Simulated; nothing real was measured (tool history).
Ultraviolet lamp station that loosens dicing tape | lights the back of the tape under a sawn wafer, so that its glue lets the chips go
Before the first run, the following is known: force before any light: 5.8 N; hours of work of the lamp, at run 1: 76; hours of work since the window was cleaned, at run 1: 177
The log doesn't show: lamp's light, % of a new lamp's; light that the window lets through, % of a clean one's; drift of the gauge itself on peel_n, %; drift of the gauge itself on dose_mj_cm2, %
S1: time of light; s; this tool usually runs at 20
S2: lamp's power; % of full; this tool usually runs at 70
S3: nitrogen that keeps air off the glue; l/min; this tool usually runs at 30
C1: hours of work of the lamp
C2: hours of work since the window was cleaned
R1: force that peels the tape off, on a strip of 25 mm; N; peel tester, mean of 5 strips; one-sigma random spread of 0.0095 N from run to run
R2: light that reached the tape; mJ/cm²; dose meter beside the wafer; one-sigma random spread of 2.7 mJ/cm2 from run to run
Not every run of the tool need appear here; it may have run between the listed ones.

run 1 day=0 | S1=20 S2=70 S3=30 | C1=76 C2=177 | R1=0.561 R2=302
run 2 day=0.579 | S1=20 S2=70 S3=30 | C1=84 C2=185 | R1=0.548 R2=304
run 3 day=1.262 | S1=20 S2=70 S3=10 | C1=93 C2=195 | R1=1.233 R2=296
run 4 day=1.929 | S1=15 S2=70 S3=10 | C1=102 C2=204 | R1=1.763 R2=223
run 5 day=2.538 | S1=20 S2=70 S3=30 | C1=110 C2=212 | R1=0.58 R2=296
run 6 day=3.067 | S1=20 S2=97 S3=30 | C1=117 C2=219 | R1=0.319 R2=404
-- day=3.204 window cleaned of glue's vapour
run 7 day=3.404 | S1=20 S2=70 S3=19 | C1=122 C2=3 | R1=0.919 R2=265
run 8 day=3.708 | S1=20 S2=70 S3=19 | C1=126 C2=7 | R1=0.986 R2=267
run 9 day=4.342 | S1=20 S2=70 S3=19 | C1=134 C2=15 | R1=0.971 R2=259
-- day=4.583 window cleaned of glue's vapour, once more
run 10 day=4.767 | S1=20 S2=70 S3=30 | C1=140 C2=3 | R1=0.422 R2=344
run 11 day=5.125 | S1=20 S2=70 S3=30 | C1=145 C2=7 | R1=0.43 R2=344
run 12 day=5.838 | S1=20 S2=70 S3=30 | C1=154 C2=17 | R1=0.451 R2=341
run 13 day=6.554 | S1=20 S2=97 S3=30 | C1=164 C2=27 | R1=0.267 R2=464
run 14 day=7.054 | S1=20 S2=79 S3=30 | C1=171 C2=34 | R1=0.368 R2=382
run 15 day=7.379 | S1=20 S2=79 S3=30 | C1=175 C2=38 | R1=0.368 R2=377
run 16 day=7.696 | S1=20 S2=79 S3=30 | C1=180 C2=42 | R1=0.384 R2=376
run 17 day=8.079 | S1=20 S2=79 S3=30 | C1=185 C2=47 | R1=0.387 R2=373
run 18 day=8.758 | S1=16 S2=70 S3=30 | C1=194 C2=57 | R1=0.71 R2=264
run 19 day=9.388 | S1=16 S2=70 S3=30 | C1=203 C2=65 | R1=0.726 R2=262
run 20 day=10.079 | S1=18 S2=70 S3=55 | C1=212 C2=74 | R1=0.403 R2=286
run 21 day=10.517 | S1=13 S2=70 S3=30 | C1=218 C2=80 | R1=1.042 R2=210
run 22 day=11.204 | S1=13 S2=70 S3=30 | C1=227 C2=90 | R1=1.06 R2=206
run 23 day=11.808 | S1=13 S2=61 S3=30 | C1=235 C2=98 | R1=1.307 R2=177

What will run 24 give?
run 24 day=12.183 | S1=13 S2=65 S3=20 | C1=240 C2=103 | R1=? R2=?

R1: 1.508 N
R2: 191 mJ/cm²
Were there no unlogged condition in the tool, this run, its random variation unchanged, would have produced R1 1.259 N, R2 218 mJ/cm².
